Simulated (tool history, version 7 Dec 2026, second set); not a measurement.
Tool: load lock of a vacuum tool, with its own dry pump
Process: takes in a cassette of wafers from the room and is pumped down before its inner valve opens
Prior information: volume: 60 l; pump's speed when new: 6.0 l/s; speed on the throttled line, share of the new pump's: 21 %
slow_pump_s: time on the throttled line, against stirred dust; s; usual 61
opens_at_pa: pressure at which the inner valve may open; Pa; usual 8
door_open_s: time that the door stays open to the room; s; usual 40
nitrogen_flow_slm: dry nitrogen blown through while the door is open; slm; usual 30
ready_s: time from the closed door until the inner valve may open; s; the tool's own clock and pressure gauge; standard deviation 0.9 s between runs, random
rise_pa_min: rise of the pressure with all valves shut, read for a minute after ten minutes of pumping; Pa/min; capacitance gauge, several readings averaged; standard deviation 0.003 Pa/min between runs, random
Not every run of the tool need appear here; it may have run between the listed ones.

run    hour  slow_pump_s  opens_at_pa  door_open_s  nitrogen_flow_slm  incoming humidity of the room's air, %  ready_s  rise_pa_min
  1     0.0           61            8           40                 30                                    46.0    145.7        0.052
  2    87.9           61            8           40                 30                                    42.3    144.6        0.055
  3   161.3           61            8           40                 30                                    46.8    144.6        0.051
  4   282.7           61            8           40                 30                                    46.4    144.0        0.058
  5   361.0           61            8           40                 30                                    44.2    145.7        0.056
  6   448.4           61            8           40                 30                                    43.2    145.5        0.060
  7   505.6           61            8           40                 30                                    45.8    143.4        0.057
  8   593.8           61            8           40                 30                                    44.9    144.2        0.060
  9   710.5           61            8           40                 30                                    48.0    146.0        0.065
 10   786.0           61            8           40                 30                                    42.0    145.4        0.067
 11   888.8           61            8          191                 30                                    45.5    146.7        0.100
 12   992.5           61            8          191                 30                                    46.1    144.4        0.107
 13  1107.6           61            8          191                 30                                    47.0    145.9        0.106
 14  1179.1           61            8          191                 30                                    47.4    144.6        0.107
 15  1250.6           61            8          191                 30                                    49.2    145.5        0.106
 16  1351.4           61            8           40                 30                                    39.4    145.4        0.076
 17  1470.5           61            8           40                 30                                    47.7    146.3        0.081
 18  1521.2           61            8           40                 30                                    44.5    146.7        0.078
 19  1624.2           61            8           40                 30                                    43.6    146.6        0.081
 20  1738.2           61            8           40                 30                                    48.5    145.5        0.082
 21  1842.8           61           10           26                 30                                    41.7    144.7        0.082
 22  1936.9           61            6           40                 34                                    45.1    148.3        0.081
 23  2015.5           61           11           40                  6                                    43.7    142.5        0.096
 24  2109.3           61           11           40                  6                                    45.0    142.3        0.107
 25  2188.0           62           11           40                 33                                    44.2    143.7        0.099
 26  2305.8           44            8          155                 30                                    47.0    134.7        0.122
 27  2407.9           98            8          117                 30                                    44.7    176.5        0.121
 28  2521.6           98            8          117                 30                                    45.8    176.7        0.115
 29  2592.1           98           13           57                 30                                    46.6    169.8        0.104
 30  2706.6           37           13          150                  9                                    45.5    122.0        0.148
 31  2760.8           77            8          150                 29                                    40.2    159.5        0.126
 32  2871.3           77            8          150                 29                                    43.8    158.8        0.128
 33  2946.1           77            8          150                 29                                    44.9    160.7        0.135
 34  3062.4           77            8          150                 29                                    45.4    159.4        0.132
 35  3174.7           77           10           84                  8                                    44.0    156.5        0.141
 36  3254.4           77           10           46                  8                                    45.9    158.4        0.131
 37  3304.6           77           10           46                  8                                    46.9    158.6        0.125

Predict each of these 4 candidate next runs independently; none follows another, all start after run 37:
  A  3405.9           47           11           46                  9                                    47.8        ?            ?
  B  3405.9           90            8           40                 30                                    42.1        ?            ?
  C  3405.9           77           10           46                 24                                    43.0        ?            ?
  D  3405.9           53           10           46                 15                                    46.6        ?            ?

run  ready_s  rise_pa_min
  A    132.9        0.132
  B    170.1        0.119
  C    157.2        0.120
  D    139.1        0.128
Without the tool's unlogged condition, the same runs would have read:
run  ready_s  rise_pa_min
  A    129.9        0.026
  B    167.4        0.014
  C    154.4        0.016
  D    136.1        0.022

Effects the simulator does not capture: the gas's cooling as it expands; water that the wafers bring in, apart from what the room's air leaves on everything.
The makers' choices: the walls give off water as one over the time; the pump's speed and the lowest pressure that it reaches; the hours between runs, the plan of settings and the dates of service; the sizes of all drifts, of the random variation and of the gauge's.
